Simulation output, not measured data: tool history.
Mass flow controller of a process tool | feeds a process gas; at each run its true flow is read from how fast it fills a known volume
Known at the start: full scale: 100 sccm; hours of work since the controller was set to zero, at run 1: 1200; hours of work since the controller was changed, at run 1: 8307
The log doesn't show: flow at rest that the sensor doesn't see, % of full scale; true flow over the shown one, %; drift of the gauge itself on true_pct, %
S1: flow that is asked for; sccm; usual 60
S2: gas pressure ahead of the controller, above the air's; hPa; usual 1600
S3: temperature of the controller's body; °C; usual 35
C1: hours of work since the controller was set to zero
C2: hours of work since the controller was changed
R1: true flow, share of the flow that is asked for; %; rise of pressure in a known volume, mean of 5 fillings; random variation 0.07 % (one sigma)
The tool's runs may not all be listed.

run	hour	S1	S2	S3	C1	C2	R1
1	0	60	1600	35	1200	8307	98.56
2	427.8	60	1600	35	1386	8493	98.44
3	774.1	60	1600	35	1537	8644	98.35
4	1144.5	60	1600	35	1698	8805	98.12
5	1375.4	60	1600	35	1799	8906	98.31
6	1709.8	60	1600	35	1944	9052	98.06
7	2078.4	60	1540	35	2105	9212	98.01
8	2409.1	60	1540	35	2249	9356	97.9
9	2713.5	60	1540	35	2381	9488	97.88
10	3052.4	60	2800	35	2529	9636	96.76
# hour 3478.7: controller exchanged for a calibrated one
11	3482.5	60	2800	35	2	2	96.66
12	3944.6	60	1670	35	203	203	97.47
13	4427.8	60	1600	35	413	413	97.43
14	4637.2	60	1600	35	504	504	97.33
15	5061.8	66	1600	39	689	689	97.09
16	5567	66	1600	39	909	909	96.99
17	5954.8	66	1600	39	1078	1078	96.99
18	6457.1	66	1830	39	1297	1297	96.51
19	6695.8	66	1830	39	1400	1400	96.72
20	6965.8	44	2270	35	1518	1518	95.68
21	7452.6	44	2270	35	1730	1730	95.49
22	7914.7	95	1600	22	1931	1931	98.19
# hour 8125.7: gauge calibrated
23	8382.9	52	2190	27	2135	2135	98.13
24	8787.8	52	2190	27	2311	2311	98.12
25	9106.8	12	2190	30	2450	2450	96.31
26	9315.7	92	1600	35	2541	2541	99.31

Forecast each of these 4 alternatives for the next run:
A	9530.6	92	2090	35	2635	2635	?
B	9530.6	24	1600	20	2635	2635	?
C	9530.6	92	2260	35	2635	2635	?
D	9530.6	14	2570	33	2635	2635	?

run	R1
A	98.73
B	97.62
C	98.54
D	95.94
Without the tool's hidden state the same runs would have given:
run	R1
A	99.09
B	97.96
C	98.9
D	96.27

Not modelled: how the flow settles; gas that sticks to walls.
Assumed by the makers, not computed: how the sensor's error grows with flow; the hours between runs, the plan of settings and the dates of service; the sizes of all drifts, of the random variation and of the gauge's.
